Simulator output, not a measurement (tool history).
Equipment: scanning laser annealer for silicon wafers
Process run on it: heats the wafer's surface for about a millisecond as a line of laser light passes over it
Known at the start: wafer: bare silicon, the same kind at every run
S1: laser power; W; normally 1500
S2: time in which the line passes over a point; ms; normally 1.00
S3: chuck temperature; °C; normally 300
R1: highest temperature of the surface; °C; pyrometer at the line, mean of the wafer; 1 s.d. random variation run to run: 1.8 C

run	day	S1	S2	S3	R1
1	0.000	1500	1.00	300	1068
2	0.388	1622	1.00	300	1131
3	0.717	1622	1.00	300	1130
4	1.350	1487	1.00	300	1058
5	2.062	1487	1.00	300	1058
6	2.608	1487	1.00	300	1050
7	3.371	1500	0.93	300	1032
8	3.812	1488	1.00	311	1067
9	4.242	1488	1.00	311	1069
10	4.946	1488	1.00	311	1067

Here are 3 independent what-if runs from the current tool condition. What would each one return?
A	5.458	1500	0.70	298	?
B	5.458	1312	1.00	293	?
C	5.458	1491	0.74	260	?

run	R1
A	920
B	957
C	896
Take away the tool's hidden state, keep each run's random variation, and the runs would have read:
run	R1
A	932
B	970
C	909
